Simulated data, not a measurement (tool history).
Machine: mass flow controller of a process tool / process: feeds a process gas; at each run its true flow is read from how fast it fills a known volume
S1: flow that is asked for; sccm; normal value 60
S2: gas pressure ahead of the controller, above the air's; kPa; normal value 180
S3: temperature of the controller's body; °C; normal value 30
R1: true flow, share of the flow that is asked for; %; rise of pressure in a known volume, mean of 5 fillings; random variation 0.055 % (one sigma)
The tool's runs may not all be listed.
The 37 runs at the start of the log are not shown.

run	day	S1	S2	S3	R1
38	102.254	96	180	35	99.18
39	104.904	33	180	29	97.54
40	107.654	18	202	29	96.63
41	109.638	18	202	29	96.71
42	112.725	21	202	22	97.64
43	114.262	21	202	22	97.47
44	115.838	15	150	26	97.18
45	118.117	15	150	26	97.14
46	120.188	27	184	35	96.60
47	121.929	17	180	37	95.98
48	124.933	51	229	26	98.16

4 options for the next run, each taken on its own from the tool as it stands now. Forecast them:
A	127.192	51	203	37	?
B	127.192	48	180	22	?
C	127.192	86	149	21	?
D	127.192	67	229	25	?

run	R1
A	97.21
B	98.87
C	100.42
D	98.91
The same runs, with their run-to-run variation unchanged, on a tool lacking any hidden condition would have given:
run	R1
A	97.12
B	98.79
C	100.25
D	98.77
